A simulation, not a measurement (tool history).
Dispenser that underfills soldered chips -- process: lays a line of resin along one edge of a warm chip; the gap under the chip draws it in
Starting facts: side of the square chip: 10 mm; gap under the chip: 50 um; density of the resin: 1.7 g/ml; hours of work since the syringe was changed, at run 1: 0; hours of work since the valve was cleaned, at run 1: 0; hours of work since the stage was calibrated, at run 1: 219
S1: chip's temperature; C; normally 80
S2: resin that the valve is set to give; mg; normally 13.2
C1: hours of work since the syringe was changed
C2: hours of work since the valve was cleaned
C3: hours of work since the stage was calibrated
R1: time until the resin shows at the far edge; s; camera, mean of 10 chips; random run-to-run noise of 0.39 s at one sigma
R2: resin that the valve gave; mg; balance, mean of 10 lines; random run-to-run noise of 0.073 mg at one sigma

run,day,S1,S2,C1,C2,C3,R1,R2
1,0.000,80,13.2,0,0,219,24.6,13.21
2,0.683,80,13.2,10,10,230,52.7,13.10
# day 0.804: new syringe of resin
3,1.012,80,13.2,3,15,235,30.4,13.01
# day 1.583: new syringe of resin
4,1.650,80,13.2,1,25,244,25.8,12.81
# day 2.342: new syringe of resin
5,2.342,80,13.2,0,35,255,23.9,12.65
6,3.046,80,13.2,11,46,265,53.8,12.46
# day 3.112: new syringe of resin
7,3.358,80,13.2,4,51,270,31.8,12.52
# day 3.879: new syringe of resin
8,4.054,80,13.3,3,61,280,28.3,12.33
# day 4.633: new syringe of resin
9,4.746,80,13.3,2,71,291,27.4,12.59
10,5.196,82,13.2,9,78,298,42.7,12.26
# day 5.417: new syringe of resin
11,5.746,82,13.2,5,87,306,32.2,12.15
# day 6.167: new syringe of resin
12,6.375,80,12.1,3,96,315,30.3,11.06
# day 6.517: dispensing valve cleaned and set on the balance
# day 6.958: new syringe of resin
13,7.100,93,12.1,2,9,326,16.0,11.99
14,7.675,68,13.2,11,18,334,92.2,12.98
# day 7.729: new syringe of resin
15,8.075,80,11.9,5,23,340,35.8,11.60
16,8.408,80,13.4,10,29,345,50.7,13.08
# day 8.517: new syringe of resin
17,8.975,80,13.4,7,37,354,39.5,12.93
# day 9.288: new syringe of resin
18,9.288,80,12.4,0,42,359,23.3,11.96
19,9.792,72,11.4,8,49,366,60.1,11.07
# day 10.054: new syringe of resin
20,10.246,89,15.2,3,56,373,19.6,14.47
21,10.779,81,15.2,11,64,381,51.0,14.45
# day 10.829: new syringe of resin
22,11.325,81,15.2,8,72,389,39.5,14.22
# day 11.600: new syringe of resin
23,11.900,80,11.9,5,81,398,33.7,11.04
# day 12.388: new syringe of resin
24,12.475,76,14.8,1,90,406,29.4,13.46
# day 13.008: dispensing valve cleaned and set on the balance
25,13.062,93,15.0,10,1,415,26.5,15.03
# day 13.221: new syringe of resin
26,13.679,72,12.0,7,10,424,56.0,11.93
# day 13.975: new syringe of resin
27,14.058,75,14.8,1,16,430,30.8,14.54
28,14.579,90,15.8,9,24,438,28.8,15.46
# day 14.742: new syringe of resin
29,14.954,71,15.5,3,29,443,43.1,15.04
30,15.429,71,14.8,11,36,451,75.5,14.27
# day 15.546: new syringe of resin
31,16.117,80,13.0,9,47,461,44.9,12.52
# day 16.317: new syringe of resin
32,16.612,80,13.0,5,54,468,32.2,12.34
# day 17.104: new syringe of resin
33,17.133,80,13.0,0,62,476,24.5,12.19
34,17.762,74,11.6,10,72,486,66.2,10.94
# day 17.871: new syringe of resin
35,18.271,74,11.6,6,79,493,50.4,10.76

Difference, measured minus no-hidden-state, one row per run. Run-to-run variation is common to both terms; the gauge's own scatter need not be:
Hidden state present: resin's viscosity, % of fresh resin's; dose that the valve gives, % of what is set; true chip temperature over the reading, C; drift of the gauge itself on fill_s, %; drift of the gauge itself on given_mg, %.
run,R1,R2
1,-0.9,-0.08
2,+27.8,-0.19
3,+5.3,-0.24
4,+0.8,-0.36
5,-1.2,-0.49
6,+28.6,-0.62
7,+6.2,-0.68
8,+3.6,-0.80
9,+2.3,-0.93
10,+19.1,-0.99
11,+9.2,-1.10
12,+5.2,-1.10
13,+1.4,-0.10
14,+48.1,-0.22
15,+9.9,-0.26
16,+25.6,-0.36
17,+14.5,-0.46
18,-2.4,-0.48
19,+22.9,-0.53
20,+2.6,-0.79
21,+27.0,-0.90
22,+15.6,-0.99
23,+8.0,-0.87
24,+0.2,-1.20
25,+12.6,+0.00
26,+19.2,-0.10
27,+0.2,-0.19
28,+13.3,-0.31
29,+5.7,-0.39
30,+37.1,-0.45
31,+19.5,-0.51
32,+7.1,-0.59
33,-1.5,-0.68
34,+32.0,-0.71
35,+16.0,-0.79
